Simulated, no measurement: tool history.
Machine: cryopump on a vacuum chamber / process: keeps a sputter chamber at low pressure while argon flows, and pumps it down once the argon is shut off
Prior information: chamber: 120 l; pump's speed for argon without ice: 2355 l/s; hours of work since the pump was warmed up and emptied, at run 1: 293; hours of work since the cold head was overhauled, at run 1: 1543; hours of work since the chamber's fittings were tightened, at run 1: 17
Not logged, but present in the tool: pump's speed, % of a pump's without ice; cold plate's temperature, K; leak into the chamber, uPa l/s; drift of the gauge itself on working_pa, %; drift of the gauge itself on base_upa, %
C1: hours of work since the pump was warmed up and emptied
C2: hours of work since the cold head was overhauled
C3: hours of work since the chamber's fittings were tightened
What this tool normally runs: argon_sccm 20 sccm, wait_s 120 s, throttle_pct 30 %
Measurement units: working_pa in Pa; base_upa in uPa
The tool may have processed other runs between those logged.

{"run": 1, "day": 0.0, "argon_sccm": 20, "wait_s": 120, "throttle_pct": 30, "C1": 293, "C2": 1543, "C3": 17, "working_pa": 0.0522, "base_upa": 0.65}
{"run": 2, "day": 1.912, "argon_sccm": 20, "wait_s": 120, "throttle_pct": 30, "C1": 328, "C2": 1578, "C3": 52, "working_pa": 0.0535, "base_upa": 0.68}
{"run": 3, "day": 3.762, "argon_sccm": 20, "wait_s": 120, "throttle_pct": 30, "C1": 362, "C2": 1612, "C3": 86, "working_pa": 0.0544, "base_upa": 0.7}
{"day": 5.629, "done": "pump warmed up, emptied and cooled again"}
{"run": 4, "day": 5.729, "argon_sccm": 20, "wait_s": 120, "throttle_pct": 30, "C1": 2, "C2": 1644, "C3": 118, "working_pa": 0.0482, "base_upa": 0.63}
{"run": 5, "day": 7.025, "argon_sccm": 20, "wait_s": 120, "throttle_pct": 41, "C1": 26, "C2": 1668, "C3": 142, "working_pa": 0.0356, "base_upa": 0.63}
{"run": 6, "day": 8.662, "argon_sccm": 20, "wait_s": 51, "throttle_pct": 41, "C1": 55, "C2": 1698, "C3": 172, "working_pa": 0.0358, "base_upa": 1.31}
{"run": 7, "day": 10.867, "argon_sccm": 20, "wait_s": 51, "throttle_pct": 41, "C1": 96, "C2": 1738, "C3": 212, "working_pa": 0.0367, "base_upa": 1.29}
{"run": 8, "day": 12.092, "argon_sccm": 20, "wait_s": 51, "throttle_pct": 40, "C1": 118, "C2": 1760, "C3": 234, "working_pa": 0.0379, "base_upa": 1.32}
{"run": 9, "day": 14.3, "argon_sccm": 20, "wait_s": 51, "throttle_pct": 40, "C1": 158, "C2": 1801, "C3": 275, "working_pa": 0.0392, "base_upa": 1.36}
{"run": 10, "day": 16.554, "argon_sccm": 20, "wait_s": 69, "throttle_pct": 30, "C1": 200, "C2": 1842, "C3": 316, "working_pa": 0.0509, "base_upa": 1.08}
{"run": 11, "day": 17.846, "argon_sccm": 20, "wait_s": 22, "throttle_pct": 30, "C1": 223, "C2": 1865, "C3": 340, "working_pa": 0.0509, "base_upa": 2.74}
{"run": 12, "day": 19.862, "argon_sccm": 20, "wait_s": 22, "throttle_pct": 30, "C1": 260, "C2": 1902, "C3": 376, "working_pa": 0.0523, "base_upa": 2.73}
{"run": 13, "day": 21.542, "argon_sccm": 20, "wait_s": 22, "throttle_pct": 30, "C1": 291, "C2": 1933, "C3": 407, "working_pa": 0.0525, "base_upa": 2.87}
{"run": 14, "day": 22.942, "argon_sccm": 20, "wait_s": 120, "throttle_pct": 30, "C1": 316, "C2": 1958, "C3": 433, "working_pa": 0.0533, "base_upa": 0.87}
{"run": 15, "day": 24.258, "argon_sccm": 20, "wait_s": 120, "throttle_pct": 30, "C1": 340, "C2": 1983, "C3": 457, "working_pa": 0.0538, "base_upa": 0.9}
{"run": 16, "day": 25.583, "argon_sccm": 20, "wait_s": 120, "throttle_pct": 30, "C1": 365, "C2": 2007, "C3": 481, "working_pa": 0.0553, "base_upa": 0.93}
{"run": 17, "day": 26.871, "argon_sccm": 20, "wait_s": 120, "throttle_pct": 30, "C1": 388, "C2": 2030, "C3": 504, "working_pa": 0.0546, "base_upa": 0.94}
{"day": 27.438, "done": "pump warmed up, emptied and cooled again"}
{"run": 18, "day": 28.783, "argon_sccm": 20, "wait_s": 46, "throttle_pct": 42, "C1": 25, "C2": 2061, "C3": 536, "working_pa": 0.0338, "base_upa": 1.5}
{"run": 19, "day": 30.85, "argon_sccm": 13, "wait_s": 49, "throttle_pct": 40, "C1": 62, "C2": 2099, "C3": 573, "working_pa": 0.0236, "base_upa": 1.47}
{"run": 20, "day": 31.896, "argon_sccm": 13, "wait_s": 120, "throttle_pct": 53, "C1": 81, "C2": 2118, "C3": 592, "working_pa": 0.0187, "base_upa": 0.84}
{"run": 21, "day": 34.175, "argon_sccm": 13, "wait_s": 91, "throttle_pct": 37, "C1": 123, "C2": 2160, "C3": 634, "working_pa": 0.0262, "base_upa": 1.01}
{"run": 22, "day": 35.771, "argon_sccm": 16, "wait_s": 87, "throttle_pct": 50, "C1": 152, "C2": 2189, "C3": 663, "working_pa": 0.0248, "base_upa": 1.05}
{"run": 23, "day": 37.842, "argon_sccm": 10, "wait_s": 77, "throttle_pct": 31, "C1": 190, "C2": 2227, "C3": 701, "working_pa": 0.0244, "base_upa": 1.19}
{"run": 24, "day": 39.729, "argon_sccm": 10, "wait_s": 77, "throttle_pct": 31, "C1": 225, "C2": 2261, "C3": 736, "working_pa": 0.0258, "base_upa": 1.18}
{"run": 25, "day": 41.271, "argon_sccm": 27, "wait_s": 290, "throttle_pct": 45, "C1": 253, "C2": 2290, "C3": 764, "working_pa": 0.0494, "base_upa": 0.78}
{"run": 26, "day": 42.888, "argon_sccm": 13, "wait_s": 120, "throttle_pct": 30, "C1": 282, "C2": 2319, "C3": 793, "working_pa": 0.0346, "base_upa": 1.0}
{"run": 27, "day": 44.779, "argon_sccm": 14, "wait_s": 120, "throttle_pct": 18, "C1": 317, "C2": 2354, "C3": 828, "working_pa": 0.0598, "base_upa": 1.1}
{"run": 28, "day": 46.046, "argon_sccm": 24, "wait_s": 35, "throttle_pct": 18, "C1": 340, "C2": 2377, "C3": 851, "working_pa": 0.1049, "base_upa": 2.24}
{"run": 29, "day": 47.004, "argon_sccm": 24, "wait_s": 35, "throttle_pct": 18, "C1": 358, "C2": 2394, "C3": 869, "working_pa": 0.1043, "base_upa": 2.25}

Forecast each of these 5 alternatives for the next run:
{"run": "A", "day": 48.162, "argon_sccm": 14, "wait_s": 103, "throttle_pct": 20, "C1": 379, "C2": 2416, "C3": 890, "working_pa": "?", "base_upa": "?"}
{"run": "B", "day": 48.162, "argon_sccm": 10, "wait_s": 105, "throttle_pct": 18, "C1": 379, "C2": 2416, "C3": 890, "working_pa": "?", "base_upa": "?"}
{"run": "C", "day": 48.162, "argon_sccm": 24, "wait_s": 35, "throttle_pct": 29, "C1": 379, "C2": 2416, "C3": 890, "working_pa": "?", "base_upa": "?"}
{"run": "D", "day": 48.162, "argon_sccm": 30, "wait_s": 143, "throttle_pct": 28, "C1": 379, "C2": 2416, "C3": 890, "working_pa": "?", "base_upa": "?"}
{"run": "E", "day": 48.162, "argon_sccm": 20, "wait_s": 127, "throttle_pct": 30, "C1": 379, "C2": 2416, "C3": 890, "working_pa": "?", "base_upa": "?"}

run=A working_pa=0.0552 base_upa=1.26
run=B working_pa=0.0439 base_upa=1.22
run=C working_pa=0.0691 base_upa=2.22
run=D working_pa=0.0888 base_upa=1.11
run=E working_pa=0.0558 base_upa=1.17
What these runs would have given with no unlogged condition in the tool:
run=A working_pa=0.0497 base_upa=0.66
run=B working_pa=0.0400 base_upa=0.62
run=C working_pa=0.0597 base_upa=1.62
run=D working_pa=0.0771 base_upa=0.50
run=E working_pa=0.0480 base_upa=0.56
